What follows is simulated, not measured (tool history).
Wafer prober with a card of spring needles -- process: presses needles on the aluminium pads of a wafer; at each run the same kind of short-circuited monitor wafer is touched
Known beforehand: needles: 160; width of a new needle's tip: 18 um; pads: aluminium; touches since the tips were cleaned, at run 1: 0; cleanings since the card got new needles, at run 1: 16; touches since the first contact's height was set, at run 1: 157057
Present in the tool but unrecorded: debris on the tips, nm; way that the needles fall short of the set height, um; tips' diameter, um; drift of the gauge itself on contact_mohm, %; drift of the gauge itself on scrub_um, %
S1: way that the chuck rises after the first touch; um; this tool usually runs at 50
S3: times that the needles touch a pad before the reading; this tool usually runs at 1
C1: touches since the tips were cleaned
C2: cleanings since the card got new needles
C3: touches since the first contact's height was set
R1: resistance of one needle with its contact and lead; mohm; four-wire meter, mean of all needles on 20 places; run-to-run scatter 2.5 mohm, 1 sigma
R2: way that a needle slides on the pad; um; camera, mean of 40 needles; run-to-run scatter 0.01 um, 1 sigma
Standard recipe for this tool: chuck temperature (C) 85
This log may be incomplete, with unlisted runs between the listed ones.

{"run": 1, "hour": 0.0, "S1": 50, "chuck temperature (C)": 85, "S3": 1, "C1": 0, "C2": 16, "C3": 157057, "R1": 289, "R2": 12.27}
{"run": 2, "hour": 15.5, "S1": 50, "chuck temperature (C)": 85, "S3": 1, "C1": 8512, "C2": 16, "C3": 165569, "R1": 297, "R2": 12.24}
{"hour": 16.6, "done": "tips cleaned on abrasive film"}
{"hour": 25.6, "done": "height of the first contact set anew"}
{"run": 3, "hour": 30.1, "S1": 50, "chuck temperature (C)": 28, "S3": 1, "C1": 7230, "C2": 17, "C3": 2446, "R1": 270, "R2": 12.22}
{"hour": 33.2, "done": "tips cleaned on abrasive film"}
{"run": 4, "hour": 40.2, "S1": 50, "chuck temperature (C)": 28, "S3": 1, "C1": 3877, "C2": 18, "C3": 7941, "R1": 271, "R2": 12.19}
{"hour": 49.7, "done": "tips cleaned on abrasive film"}
{"run": 5, "hour": 53.3, "S1": 50, "chuck temperature (C)": 74, "S3": 1, "C1": 1947, "C2": 19, "C3": 15039, "R1": 287, "R2": 12.17}
{"run": 6, "hour": 60.8, "S1": 59, "chuck temperature (C)": 85, "S3": 1, "C1": 6076, "C2": 19, "C3": 19168, "R1": 289, "R2": 14.37}
{"hour": 65.6, "done": "tips cleaned on abrasive film"}
{"run": 7, "hour": 72.0, "S1": 50, "chuck temperature (C)": 39, "S3": 1, "C1": 3469, "C2": 20, "C3": 25204, "R1": 278, "R2": 12.15}
{"hour": 81.7, "done": "tips cleaned on abrasive film"}
{"run": 8, "hour": 85.0, "S1": 50, "chuck temperature (C)": 39, "S3": 1, "C1": 1819, "C2": 21, "C3": 32289, "R1": 280, "R2": 12.14}
{"hour": 97.7, "done": "tips cleaned on abrasive film"}
{"run": 9, "hour": 99.9, "S1": 50, "chuck temperature (C)": 85, "S3": 3, "C1": 1203, "C2": 22, "C3": 40426, "R1": 297, "R2": 12.11}
{"run": 10, "hour": 112.0, "S1": 50, "chuck temperature (C)": 85, "S3": 3, "C1": 7831, "C2": 22, "C3": 47054, "R1": 295, "R2": 12.1}
{"hour": 113.7, "done": "tips cleaned on abrasive film"}
{"run": 11, "hour": 118.9, "S1": 50, "chuck temperature (C)": 73, "S3": 3, "C1": 2831, "C2": 23, "C3": 50735, "R1": 285, "R2": 12.09}
{"hour": 129.8, "done": "tips cleaned on abrasive film"}
{"run": 12, "hour": 133.3, "S1": 50, "chuck temperature (C)": 85, "S3": 1, "C1": 1908, "C2": 24, "C3": 58604, "R1": 291, "R2": 12.04}
{"run": 13, "hour": 143.7, "S1": 64, "chuck temperature (C)": 85, "S3": 1, "C1": 7600, "C2": 24, "C3": 64296, "R1": 281, "R2": 15.43}
{"hour": 146.1, "done": "tips cleaned on abrasive film"}
{"run": 14, "hour": 156.9, "S1": 64, "chuck temperature (C)": 85, "S3": 1, "C1": 5947, "C2": 25, "C3": 71484, "R1": 286, "R2": 15.38}
{"hour": 162.6, "done": "tips cleaned on abrasive film"}
{"run": 15, "hour": 168.5, "S1": 50, "chuck temperature (C)": 35, "S3": 1, "C1": 3226, "C2": 26, "C3": 77734, "R1": 275, "R2": 12}
{"hour": 178.7, "done": "tips cleaned on abrasive film"}
{"hour": 181.8, "done": "gauge calibrated"}
{"run": 16, "hour": 182.9, "S1": 50, "chuck temperature (C)": 35, "S3": 1, "C1": 2292, "C2": 27, "C3": 85597, "R1": 277, "R2": 12.24}
{"hour": 194.7, "done": "tips cleaned on abrasive film"}
{"run": 17, "hour": 199.8, "S1": 50, "chuck temperature (C)": 35, "S3": 1, "C1": 2760, "C2": 28, "C3": 94785, "R1": 275, "R2": 12.23}
{"run": 18, "hour": 208.1, "S1": 50, "chuck temperature (C)": 35, "S3": 1, "C1": 7307, "C2": 28, "C3": 99332, "R1": 278, "R2": 12.23}
{"hour": 210.7, "done": "tips cleaned on abrasive film"}
{"run": 19, "hour": 222.1, "S1": 50, "chuck temperature (C)": 35, "S3": 1, "C1": 6269, "C2": 29, "C3": 106980, "R1": 278, "R2": 12.21}
{"hour": 227.1, "done": "tips cleaned on abrasive film"}
{"run": 20, "hour": 237.8, "S1": 50, "chuck temperature (C)": 35, "S3": 1, "C1": 5874, "C2": 30, "C3": 115525, "R1": 276, "R2": 12.18}
{"hour": 242.8, "done": "tips cleaned on abrasive film"}
{"run": 21, "hour": 250.0, "S1": 55, "chuck temperature (C)": 45, "S3": 1, "C1": 3936, "C2": 31, "C3": 122109, "R1": 272, "R2": 13.38}
{"hour": 259.5, "done": "tips cleaned on abrasive film"}
{"run": 22, "hour": 261.6, "S1": 55, "chuck temperature (C)": 123, "S3": 2, "C1": 1130, "C2": 32, "C3": 128429, "R1": 303, "R2": 13.36}
{"run": 23, "hour": 274.8, "S1": 34, "chuck temperature (C)": 44, "S3": 2, "C1": 8340, "C2": 32, "C3": 135639, "R1": 294, "R2": 8.24}
{"hour": 276.4, "done": "tips cleaned on abrasive film"}
{"run": 24, "hour": 288.4, "S1": 67, "chuck temperature (C)": 85, "S3": 2, "C1": 6575, "C2": 33, "C3": 143041, "R1": 283, "R2": 16.22}
{"hour": 292.0, "done": "tips cleaned on abrasive film"}
{"run": 25, "hour": 302.6, "S1": 67, "chuck temperature (C)": 85, "S3": 2, "C1": 5773, "C2": 34, "C3": 150766, "R1": 287, "R2": 16.19}
{"hour": 308.7, "done": "tips cleaned on abrasive film"}
{"run": 26, "hour": 313.5, "S1": 50, "chuck temperature (C)": 85, "S3": 2, "C1": 2606, "C2": 35, "C3": 156685, "R1": 291, "R2": 12.06}

Run 27, settings as shown, results not yet in. Your forecast:
{"hour": 325.3, "done": "tips cleaned on abrasive film"}
{"run": 27, "hour": 327.5, "S1": 50, "chuck temperature (C)": 85, "S3": 2, "C1": 1192, "C2": 36, "C3": 164279, "R1": "?", "R2": "?"}

Run 27 yielded R1 290 mohm, R2 12.06 um.
Take away the tool's hidden state, keep the run-to-run variation as it was, and the same run would have given R1 290 mohm, R2 12.29 um.

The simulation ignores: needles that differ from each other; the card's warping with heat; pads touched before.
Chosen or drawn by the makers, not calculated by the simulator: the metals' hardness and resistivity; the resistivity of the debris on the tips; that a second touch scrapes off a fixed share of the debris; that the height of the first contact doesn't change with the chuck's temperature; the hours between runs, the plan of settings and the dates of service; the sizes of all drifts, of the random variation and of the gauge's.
